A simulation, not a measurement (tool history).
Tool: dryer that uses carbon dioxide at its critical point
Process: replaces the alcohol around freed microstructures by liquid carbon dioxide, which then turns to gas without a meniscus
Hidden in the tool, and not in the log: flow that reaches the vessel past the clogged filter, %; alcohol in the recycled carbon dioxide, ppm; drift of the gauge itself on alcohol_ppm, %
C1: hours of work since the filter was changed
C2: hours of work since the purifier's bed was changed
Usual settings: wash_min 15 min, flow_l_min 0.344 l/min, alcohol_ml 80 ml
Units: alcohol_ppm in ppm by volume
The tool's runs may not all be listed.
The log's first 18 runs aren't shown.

run 19 hour=458.4 | wash_min=15 flow_l_min=0.344 alcohol_ml=80 | C1=328 C2=661 | alcohol_ppm=2074
run 20 hour=483.4 | wash_min=15 flow_l_min=0.507 alcohol_ml=80 | C1=345 C2=678 | alcohol_ppm=493
run 21 hour=507.3 | wash_min=15 flow_l_min=0.507 alcohol_ml=80 | C1=362 C2=695 | alcohol_ppm=536
run 22 hour=531.6 | wash_min=15 flow_l_min=0.507 alcohol_ml=80 | C1=379 C2=712 | alcohol_ppm=539
-- hour=551.7 inlet filter changed
run 23 hour=562.2 | wash_min=15 flow_l_min=0.507 alcohol_ml=80 | C1=7 C2=733 | alcohol_ppm=349
run 24 hour=596.6 | wash_min=15 flow_l_min=0.507 alcohol_ml=80 | C1=32 C2=757 | alcohol_ppm=342
run 25 hour=617 | wash_min=12 flow_l_min=0.373 alcohol_ml=25 | C1=46 C2=771 | alcohol_ppm=832
run 26 hour=650.6 | wash_min=12 flow_l_min=0.373 alcohol_ml=25 | C1=69 C2=795 | alcohol_ppm=897
run 27 hour=671.6 | wash_min=12 flow_l_min=0.229 alcohol_ml=59 | C1=84 C2=810 | alcohol_ppm=6916
run 28 hour=696.4 | wash_min=13 flow_l_min=0.212 alcohol_ml=83 | C1=102 C2=827 | alcohol_ppm=9511
run 29 hour=726.4 | wash_min=21 flow_l_min=0.534 alcohol_ml=62 | C1=123 C2=848 | alcohol_ppm=266

Forecast run 30:
run 30 hour=755.4 | wash_min=21 flow_l_min=0.549 alcohol_ml=99 | C1=143 C2=868 | alcohol_ppm=?

{"run 30": {"alcohol_ppm": 264}}
Without the tool's hidden state the same run would have given alcohol_ppm 1 ppm by volume.
